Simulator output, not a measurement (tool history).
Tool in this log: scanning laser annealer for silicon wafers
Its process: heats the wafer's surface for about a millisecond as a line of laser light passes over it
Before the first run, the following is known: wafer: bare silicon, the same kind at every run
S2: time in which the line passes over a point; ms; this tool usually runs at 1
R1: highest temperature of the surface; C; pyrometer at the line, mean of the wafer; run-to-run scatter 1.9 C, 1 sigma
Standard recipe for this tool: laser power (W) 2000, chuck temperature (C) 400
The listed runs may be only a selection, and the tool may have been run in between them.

{"run": 1, "day": 0.0, "laser power (W)": 2000, "S2": 1, "chuck temperature (C)": 400, "R1": 1084}
{"run": 2, "day": 1.771, "laser power (W)": 2000, "S2": 1, "chuck temperature (C)": 400, "R1": 1075}
{"run": 3, "day": 4.771, "laser power (W)": 2000, "S2": 1, "chuck temperature (C)": 365, "R1": 1034}
{"run": 4, "day": 6.304, "laser power (W)": 2000, "S2": 1, "chuck temperature (C)": 365, "R1": 1026}
{"run": 5, "day": 9.529, "laser power (W)": 1949, "S2": 1, "chuck temperature (C)": 400, "R1": 1040}
{"run": 6, "day": 12.033, "laser power (W)": 1936, "S2": 1, "chuck temperature (C)": 400, "R1": 1029}
{"run": 7, "day": 13.962, "laser power (W)": 1936, "S2": 1, "chuck temperature (C)": 400, "R1": 1026}
{"run": 8, "day": 17.012, "laser power (W)": 1936, "S2": 1, "chuck temperature (C)": 400, "R1": 1022}
{"run": 9, "day": 18.929, "laser power (W)": 2000, "S2": 1.05, "chuck temperature (C)": 400, "R1": 1060}
{"run": 10, "day": 20.692, "laser power (W)": 2000, "S2": 0.74, "chuck temperature (C)": 372, "R1": 915}
{"run": 11, "day": 23.383, "laser power (W)": 2000, "S2": 0.74, "chuck temperature (C)": 372, "R1": 912}
{"day": 25.404, "done": "window over the wafer cleaned"}
{"run": 12, "day": 26.4, "laser power (W)": 1822, "S2": 1, "chuck temperature (C)": 400, "R1": 1004}
{"run": 13, "day": 29.133, "laser power (W)": 2000, "S2": 1.08, "chuck temperature (C)": 400, "R1": 1098}
{"run": 14, "day": 32.358, "laser power (W)": 1719, "S2": 1.17, "chuck temperature (C)": 399, "R1": 1001}
{"run": 15, "day": 34.5, "laser power (W)": 1859, "S2": 0.88, "chuck temperature (C)": 400, "R1": 964}
{"run": 16, "day": 36.454, "laser power (W)": 1859, "S2": 0.88, "chuck temperature (C)": 400, "R1": 963}
{"run": 17, "day": 38.996, "laser power (W)": 1775, "S2": 1.23, "chuck temperature (C)": 400, "R1": 1033}
{"run": 18, "day": 41.921, "laser power (W)": 1884, "S2": 1.23, "chuck temperature (C)": 400, "R1": 1071}

Each row is a separate what-if for the run after 18, all from the same tool condition, not one after another. Results?
{"run": "A", "day": 44.704, "laser power (W)": 1884, "S2": 1.23, "chuck temperature (C)": 404, "R1": "?"}
{"run": "B", "day": 44.704, "laser power (W)": 1884, "S2": 0.89, "chuck temperature (C)": 364, "R1": "?"}
{"run": "C", "day": 44.704, "laser power (W)": 1762, "S2": 1.23, "chuck temperature (C)": 372, "R1": "?"}

run=A R1=1070
run=B R1=927
run=C R1=987
The same runs, with their run-to-run variation unchanged, on a tool lacking any hidden condition would have given:
run=A R1=1129
run=B R1=977
run=C R1=1042
